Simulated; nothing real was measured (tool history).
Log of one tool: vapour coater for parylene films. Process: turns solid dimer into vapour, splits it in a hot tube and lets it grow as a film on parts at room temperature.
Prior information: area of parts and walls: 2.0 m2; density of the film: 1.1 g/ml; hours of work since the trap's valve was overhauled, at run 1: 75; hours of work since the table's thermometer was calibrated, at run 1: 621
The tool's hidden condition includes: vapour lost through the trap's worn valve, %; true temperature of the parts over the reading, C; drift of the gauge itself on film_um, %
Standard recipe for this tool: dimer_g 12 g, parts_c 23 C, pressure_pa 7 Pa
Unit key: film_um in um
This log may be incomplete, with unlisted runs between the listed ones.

run	hour	dimer_g	parts_c	pressure_pa	hours of work since the trap's valve was overhauled	hours of work since the table's thermometer was calibrated	film_um
1	0	12	23	7	75	621	3.5
2	17.8	12	23	7	90	636	3.41
3	33.2	12	23	7	103	649	3.38
4	60.4	12	23	7	126	672	3.35
5	76.2	12	23	7	139	685	3.37
6	89.7	12	21	7	151	697	3.65
7	117.5	12	21	7	175	720	3.68
# hour 120.9: table's thermometer calibrated
8	137.4	12	23	5.16	191	14	3.56
9	169.9	12	23	5.16	218	42	3.5
10	192.6	7	25	3.66	237	61	2.06
11	213.8	13	25	6.24	255	79	3.39
# hour 237: table's thermometer calibrated, once more
12	243.3	8	27	9.44	280	5	1.68
13	267.7	15	23	8.97	300	26	3.81
14	287.8	14	20	8.97	318	43	4.06
# hour 321.2: trap's valve overhauled
15	321.3	14	20	8.97	0	68	4.45
16	348.5	14	20	8.97	23	91	4.39
17	362.3	14	20	8.97	35	103	4.41
18	383.2	14	20	8.97	53	121	4.38

Across each entry between runs, compare the hidden state at the last listed run before it with the hidden state at the first listed run after it:
In the gap between runs 7 and 8: table's thermometer calibrated (hour 120.9)
  vapour lost through the trap's worn valve, %: 5.5 -> 5.9; true temperature of the parts over the reading, C: -0.28 -> -0.44
  measured minus no-state result, film_um: -0.17 -> -0.15 um
In the gap between runs 11 and 12: table's thermometer calibrated, once more (hour 237)
  vapour lost through the trap's worn valve, %: 7.6 -> 8.2; true temperature of the parts over the reading, C: -0.47 -> 0.03
  measured minus no-state result, film_um: -0.2 -> -0.15 um
In the gap between runs 14 and 15: trap's valve overhauled (hour 321.2)
  vapour lost through the trap's worn valve, %: 9.2 -> 0.1; true temperature of the parts over the reading, C: 0.01 -> -0.01
  measured minus no-state result, film_um: -0.41 -> +0 um

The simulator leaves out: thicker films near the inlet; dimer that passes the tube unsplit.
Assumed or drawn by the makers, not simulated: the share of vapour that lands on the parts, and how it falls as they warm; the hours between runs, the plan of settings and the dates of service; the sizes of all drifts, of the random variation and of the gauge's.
